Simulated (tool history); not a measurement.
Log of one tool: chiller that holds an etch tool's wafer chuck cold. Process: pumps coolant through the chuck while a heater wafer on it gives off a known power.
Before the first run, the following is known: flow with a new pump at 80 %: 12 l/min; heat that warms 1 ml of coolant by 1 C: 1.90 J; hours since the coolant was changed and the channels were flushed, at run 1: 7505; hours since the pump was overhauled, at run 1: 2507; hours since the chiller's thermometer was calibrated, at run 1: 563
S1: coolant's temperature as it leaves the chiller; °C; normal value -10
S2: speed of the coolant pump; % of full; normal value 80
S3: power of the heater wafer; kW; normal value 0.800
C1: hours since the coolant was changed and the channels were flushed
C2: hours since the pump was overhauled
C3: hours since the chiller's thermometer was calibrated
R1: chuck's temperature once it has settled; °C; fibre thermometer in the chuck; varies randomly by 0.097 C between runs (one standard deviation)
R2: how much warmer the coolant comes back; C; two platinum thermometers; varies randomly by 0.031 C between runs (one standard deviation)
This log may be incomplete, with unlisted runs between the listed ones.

run   hour   S1  S2     S3    C1    C2    C3     R1    R2
  1    0.0  -10  80  0.800  7505  2507   563  -5.12  2.07
  2   37.1  -10  80  0.800  7542  2544   600  -5.13  2.12
  3  117.3  -10  64  0.800  7622  2625   680  -4.26  2.59
  4  155.5  -10  64  0.800  7661  2663   719  -4.10  2.61
  5  227.1  -10  64  0.800  7732  2734   790  -4.18  2.61
  6  303.1  -10  71  0.800  7808  2810   866  -4.80  2.34
  7  369.0  -10  71  0.800  7874  2876   932  -4.76  2.32
  8  431.2  -10  71  1.097  7936  2938   994  -2.70  3.24
  9  508.4   -9  80  0.401  8014  3016  1072  -6.54  1.05
     542.4  -- coolant changed, channels flushed
 10  573.4   -7  80  0.710    31  3075  1131  -2.79  1.91

Below are 3 alternative next runs, each starting from the tool's condition after run 10. Predict each:
  A  616.5  -12  82  0.710  74  3118  1174   ?   ?
  B  616.5  -10  78  0.425  74  3118  1174   ?   ?
  C  616.5  -16  82  0.731  74  3118  1174   ?   ?

run      R1    R2
  A   -7.85  1.81
  B   -7.19  1.15
  C  -11.59  1.86
Stripped of hidden state, with their random variation kept, the same runs would have yielded:
run      R1    R2
  A   -7.85  1.81
  B   -7.19  1.15
  C  -11.59  1.86
